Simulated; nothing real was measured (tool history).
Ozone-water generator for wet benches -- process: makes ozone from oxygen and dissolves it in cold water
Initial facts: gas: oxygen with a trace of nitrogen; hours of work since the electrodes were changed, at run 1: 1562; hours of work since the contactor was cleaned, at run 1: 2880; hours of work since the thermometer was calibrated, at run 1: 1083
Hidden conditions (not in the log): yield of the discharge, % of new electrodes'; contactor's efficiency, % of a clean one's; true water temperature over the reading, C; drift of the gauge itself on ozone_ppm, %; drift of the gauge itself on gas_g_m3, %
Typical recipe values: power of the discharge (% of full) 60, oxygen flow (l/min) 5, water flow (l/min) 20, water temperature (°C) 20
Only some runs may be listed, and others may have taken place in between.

| run | day | power of the discharge (% of full) | oxygen flow (l/min) | water flow (l/min) | water temperature (°C) | hours of work since the electrodes were changed | hours of work since the contactor was cleaned | hours of work since the thermometer was calibrated | dissolved ozone (ppm) | ozone in the gas ahead of the water (g/m3) |
|---|---|---|---|---|---|---|---|---|---|---|
| 1 | 0 | 60 | 5 | 20 | 20 | 1562 | 2880 | 1083 | 15.8 | 200 |
| 2 | 0.804 | 60 | 5 | 20 | 20 | 1580 | 2898 | 1101 | 15.7 | 198.7 |
| 3 | 2.533 | 60 | 5 | 20 | 20 | 1618 | 2936 | 1139 | 15.7 | 197.9 |
| 4 | 4.025 | 60 | 5 | 20 | 20 | 1651 | 2969 | 1172 | 15.4 | 199.1 |
| 5 | 5.754 | 60 | 5 | 20 | 20 | 1689 | 3008 | 1210 | 15.6 | 198.7 |
| 6 | 6.921 | 60 | 5 | 20 | 20 | 1715 | 3033 | 1236 | 15.5 | 197.2 |
| 7 | 8.238 | 60 | 3.83 | 20 | 20 | 1744 | 3063 | 1265 | 14.7 | 216.3 |
| 8 | 9.175 | 60 | 3.83 | 20 | 20 | 1765 | 3083 | 1286 | 14.8 | 221 |
| 9 | 10.358 | 60 | 3.83 | 20 | 20 | 1791 | 3109 | 1312 | 14.6 | 218.2 |
| 10 | 11.925 | 48 | 5 | 20 | 20 | 1825 | 3144 | 1346 | 13.2 | 173.9 |
| 11 | 13.279 | 60 | 5 | 20 | 20 | 1855 | 3174 | 1376 | 15.3 | 196.3 |
| 12 | 14.612 | 60 | 5 | 20 | 20 | 1885 | 3203 | 1406 | 15.5 | 196.1 |
| 13 | 15.992 | 47 | 5 | 20 | 20 | 1915 | 3234 | 1436 | 13.1 | 171.5 |
| 14 | 17.75 | 60 | 5 | 20 | 20 | 1954 | 3273 | 1475 | 15.1 | 194.1 |
| 15 | 18.612 | 60 | 5 | 20 | 20 | 1973 | 3292 | 1494 | 15.2 | 196.2 |
| 16 | 19.85 | 60 | 5.21 | 20 | 20 | 2001 | 3319 | 1522 | 15.1 | 190.5 |
| 17 | 21.588 | 90 | 5.21 | 19 | 20 | 2039 | 3358 | 1560 | 19.8 | 243 |
| 18 | 23.075 | 90 | 2.9 | 19 | 20 | 2072 | 3391 | 1593 | 17.7 | 302.8 |
| 19 | 24.367 | 88 | 5 | 20 | 20 | 2100 | 3419 | 1622 | 18.6 | 240 |
|  | 24.617 | contactor cleaned |
| 20 | 26.367 | 42 | 8.97 | 20 | 20 | 2141 | 39 | 1662 | 12 | 127.9 |
| 21 | 27.779 | 75 | 3.36 | 32 | 20 | 2172 | 70 | 1693 | 8.8 | 254.5 |
|  | 29.108 | contactor cleaned, once more |
| 22 | 29.629 | 76 | 7.82 | 14 | 20 | 2209 | 11 | 1730 | 25 | 186 |
| 23 | 31.296 | 60 | 5.04 | 20 | 20 | 2246 | 48 | 1767 | 16.5 | 191.2 |
| 24 | 32.075 | 60 | 5.04 | 20 | 20 | 2264 | 66 | 1785 | 16.4 | 192.1 |

Expected results for the next run?
| 25 | 33.017 | 60 | 5.04 | 20 | 20 | 2284 | 86 | 1805 | ? | ? |

{"run 25": {"dissolved ozone (ppm)": 16.5, "ozone in the gas ahead of the water (g/m3)": 192.5}}
The same run, on a tool lacking any hidden state, would have yielded dissolved ozone (ppm) 18.7, ozone in the gas ahead of the water (g/m3) 216.1.
